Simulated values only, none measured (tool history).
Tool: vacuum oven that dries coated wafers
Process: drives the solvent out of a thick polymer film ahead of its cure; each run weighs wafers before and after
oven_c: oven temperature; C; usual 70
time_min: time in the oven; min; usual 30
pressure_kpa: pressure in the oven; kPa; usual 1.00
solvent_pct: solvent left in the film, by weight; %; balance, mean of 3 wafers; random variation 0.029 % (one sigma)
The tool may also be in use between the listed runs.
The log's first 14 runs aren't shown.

| run | hour | oven_c | time_min | pressure_kpa | hours of work since the thermocouples were calibrated | hours of work since the vacuum gauge was cleaned of residue | solvent_pct |
|---|---|---|---|---|---|---|---|
| 15 | 114.6 | 70 | 48 | 2.68 | 75 | 473 | 2.44 |
| 16 | 126.6 | 70 | 48 | 2.68 | 81 | 478 | 2.44 |
| 17 | 135.6 | 70 | 39 | 1.00 | 85 | 482 | 2.58 |
| 18 | 147.0 | 70 | 30 | 3.35 | 90 | 487 | 4.65 |
| 19 | 159.1 | 55 | 30 | 3.35 | 95 | 493 | 10.36 |
| 20 | 169.6 | 73 | 30 | 1.00 | 100 | 498 | 3.00 |
| 21 | 180.2 | 73 | 30 | 1.00 | 105 | 502 | 2.99 |
| 22 | 187.7 | 68 | 30 | 1.00 | 108 | 506 | 4.53 |
| 23 | 193.4 | 77 | 27 | 2.06 | 111 | 508 | 2.69 |
| 24 | 201.3 | 79 | 39 | 3.06 | 114 | 512 | 1.49 |
| 25 | 210.8 | 79 | 39 | 1.09 | 118 | 516 | 0.95 |
| 26 | 217.2 | 79 | 39 | 1.09 | 121 | 519 | 0.90 |
| 27 | 228.9 | 79 | 39 | 1.09 | 126 | 524 | 0.94 |
| 28 | 240.6 | 75 | 33 | 1.09 | 132 | 529 | 2.12 |
| 29 | 246.2 | 75 | 33 | 1.09 | 134 | 532 | 2.05 |
| 30 | 258.4 | 75 | 33 | 1.09 | 140 | 537 | 2.09 |
| 31 | 265.6 | 79 | 24 | 0.78 | 143 | 541 | 2.38 |
| 32 | 272.0 | 70 | 41 | 1.00 | 146 | 543 | 2.34 |
| 33 | 279.0 | 70 | 41 | 1.00 | 149 | 547 | 2.36 |

Forecast run 34:
| 34 | 285.8 | 79 | 17 | 1.00 | 152 | 550 | ? |

Run 34 gave solvent_pct 4.23 %.
Without the tool's hidden state the same run would have given solvent_pct 4.36 %.
